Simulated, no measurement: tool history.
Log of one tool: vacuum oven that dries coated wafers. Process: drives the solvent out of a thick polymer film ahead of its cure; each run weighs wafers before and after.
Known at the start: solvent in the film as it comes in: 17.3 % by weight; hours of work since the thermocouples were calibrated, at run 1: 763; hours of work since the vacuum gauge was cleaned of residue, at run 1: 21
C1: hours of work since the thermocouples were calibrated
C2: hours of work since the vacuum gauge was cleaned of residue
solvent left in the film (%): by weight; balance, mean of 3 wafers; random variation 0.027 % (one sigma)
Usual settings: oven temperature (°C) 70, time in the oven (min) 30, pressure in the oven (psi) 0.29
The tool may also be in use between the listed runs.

{"run": 1, "hour": 0.0, "oven temperature (°C)": 70, "time in the oven (min)": 30, "pressure in the oven (psi)": 0.29, "C1": 763, "C2": 21, "solvent left in the film (%)": 1.56}
{"run": 2, "hour": 7.7, "oven temperature (°C)": 70, "time in the oven (min)": 30, "pressure in the oven (psi)": 0.29, "C1": 769, "C2": 27, "solvent left in the film (%)": 1.57}
{"run": 3, "hour": 15.9, "oven temperature (°C)": 70, "time in the oven (min)": 30, "pressure in the oven (psi)": 0.29, "C1": 774, "C2": 32, "solvent left in the film (%)": 1.55}
{"run": 4, "hour": 25.0, "oven temperature (°C)": 70, "time in the oven (min)": 30, "pressure in the oven (psi)": 0.29, "C1": 781, "C2": 39, "solvent left in the film (%)": 1.58}
{"run": 5, "hour": 34.3, "oven temperature (°C)": 70, "time in the oven (min)": 30, "pressure in the oven (psi)": 0.29, "C1": 787, "C2": 45, "solvent left in the film (%)": 1.55}
{"run": 6, "hour": 42.6, "oven temperature (°C)": 70, "time in the oven (min)": 30, "pressure in the oven (psi)": 0.29, "C1": 793, "C2": 51, "solvent left in the film (%)": 1.53}
{"run": 7, "hour": 51.7, "oven temperature (°C)": 70, "time in the oven (min)": 30, "pressure in the oven (psi)": 0.29, "C1": 799, "C2": 57, "solvent left in the film (%)": 1.51}
{"run": 8, "hour": 57.7, "oven temperature (°C)": 70, "time in the oven (min)": 30, "pressure in the oven (psi)": 0.29, "C1": 804, "C2": 62, "solvent left in the film (%)": 1.51}
{"run": 9, "hour": 64.3, "oven temperature (°C)": 70, "time in the oven (min)": 30, "pressure in the oven (psi)": 0.656, "C1": 808, "C2": 66, "solvent left in the film (%)": 2.64}
{"run": 10, "hour": 74.4, "oven temperature (°C)": 77, "time in the oven (min)": 30, "pressure in the oven (psi)": 0.29, "C1": 815, "C2": 73, "solvent left in the film (%)": 0.81}
{"run": 11, "hour": 86.3, "oven temperature (°C)": 70, "time in the oven (min)": 25, "pressure in the oven (psi)": 0.29, "C1": 824, "C2": 82, "solvent left in the film (%)": 1.97}
{"run": 12, "hour": 98.5, "oven temperature (°C)": 70, "time in the oven (min)": 25, "pressure in the oven (psi)": 0.29, "C1": 832, "C2": 90, "solvent left in the film (%)": 1.92}
{"run": 13, "hour": 105.4, "oven temperature (°C)": 70, "time in the oven (min)": 25, "pressure in the oven (psi)": 0.29, "C1": 837, "C2": 95, "solvent left in the film (%)": 1.92}
{"run": 14, "hour": 117.2, "oven temperature (°C)": 70, "time in the oven (min)": 19, "pressure in the oven (psi)": 0.29, "C1": 845, "C2": 103, "solvent left in the film (%)": 2.74}
{"run": 15, "hour": 123.2, "oven temperature (°C)": 70, "time in the oven (min)": 19, "pressure in the oven (psi)": 0.29, "C1": 850, "C2": 108, "solvent left in the film (%)": 2.71}
{"run": 16, "hour": 128.5, "oven temperature (°C)": 69, "time in the oven (min)": 19, "pressure in the oven (psi)": 0.775, "C1": 853, "C2": 111, "solvent left in the film (%)": 4.5}
{"run": 17, "hour": 135.4, "oven temperature (°C)": 71, "time in the oven (min)": 30, "pressure in the oven (psi)": 0.846, "C1": 858, "C2": 116, "solvent left in the film (%)": 2.98}
{"run": 18, "hour": 144.7, "oven temperature (°C)": 71, "time in the oven (min)": 30, "pressure in the oven (psi)": 0.846, "C1": 865, "C2": 123, "solvent left in the film (%)": 2.92}
{"run": 19, "hour": 150.7, "oven temperature (°C)": 56, "time in the oven (min)": 34, "pressure in the oven (psi)": 0.29, "C1": 869, "C2": 127, "solvent left in the film (%)": 5.72}
{"run": 20, "hour": 156.7, "oven temperature (°C)": 56, "time in the oven (min)": 34, "pressure in the oven (psi)": 0.29, "C1": 873, "C2": 131, "solvent left in the film (%)": 5.68}
{"run": 21, "hour": 163.4, "oven temperature (°C)": 67, "time in the oven (min)": 30, "pressure in the oven (psi)": 0.419, "C1": 878, "C2": 136, "solvent left in the film (%)": 2.61}
{"run": 22, "hour": 171.4, "oven temperature (°C)": 70, "time in the oven (min)": 46, "pressure in the oven (psi)": 0.29, "C1": 883, "C2": 141, "solvent left in the film (%)": 1.05}
{"run": 23, "hour": 179.5, "oven temperature (°C)": 70, "time in the oven (min)": 46, "pressure in the oven (psi)": 0.29, "C1": 889, "C2": 147, "solvent left in the film (%)": 1.04}

The next listed run, before its measurement:
{"run": 24, "hour": 190.5, "oven temperature (°C)": 61, "time in the oven (min)": 30, "pressure in the oven (psi)": 0.763, "C1": 897, "C2": 155, "solvent left in the film (%)": "?"}

Run 24 gave solvent left in the film (%) 5.88.
Without the tool's hidden state the same run would have given solvent left in the film (%) 6.85.
